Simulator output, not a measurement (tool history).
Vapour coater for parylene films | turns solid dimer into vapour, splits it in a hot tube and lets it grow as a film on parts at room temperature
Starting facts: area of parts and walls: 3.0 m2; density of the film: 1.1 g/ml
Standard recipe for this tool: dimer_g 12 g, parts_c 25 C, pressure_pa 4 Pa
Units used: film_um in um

run   hour  dimer_g  parts_c  pressure_pa  film_um
  1      0       12       25            4     2.17
  2   14.5       12       25            4     2.16
  3   28.7       12       25            4     2.13
  4   39.8       12       25            4     2.14
  5   60.9       12       25            4     2.15
  6   73.3       12       25            4     2.13
  7   85.9       12       25            4     2.12
  8  108.8       12       25         8.45     1.98
  9  128.6       12       25            4     2.12
 10  150.2       12       25            4     2.16
 11  163.4       12       25            4     2.12
 12  185.8       12       23            4     2.26
 13  201.5        6       23         8.88     1.07
 14  217.1        6       23         8.88     1.06
 15  229.9        6       23         8.88     1.02
 16  249.7       12       25         2.47     2.16
 17  262.8        8       25         8.59     1.28
 18  285.5       18       25         2.47     3.28
 19  306.2       16       22         2.05     3.24
 20  328.7       12       26            4     1.99
 21    351       12       26            4     1.96
 22    363       11       25        10.33     1.74
 23    375       13       28        10.33     1.82

Each run again, without the hidden state but with its own random variation kept:
Unlogged tool condition in this case: vapour lost through the trap's worn valve, %; true temperature of the parts over the reading, C; drift of the gauge itself on film_um, %.
run  film_um
  1     2.29
  2     2.29
  3     2.26
  4     2.27
  5     2.29
  6     2.28
  7     2.27
  8     2.13
  9     2.28
 10     2.32
 11     2.28
 12     2.44
 13     1.15
 14     1.15
 15     1.11
 16     2.36
 17      1.4
 18      3.6
 19     3.56
 20     2.19
 21     2.17
 22     1.93
 23     2.02

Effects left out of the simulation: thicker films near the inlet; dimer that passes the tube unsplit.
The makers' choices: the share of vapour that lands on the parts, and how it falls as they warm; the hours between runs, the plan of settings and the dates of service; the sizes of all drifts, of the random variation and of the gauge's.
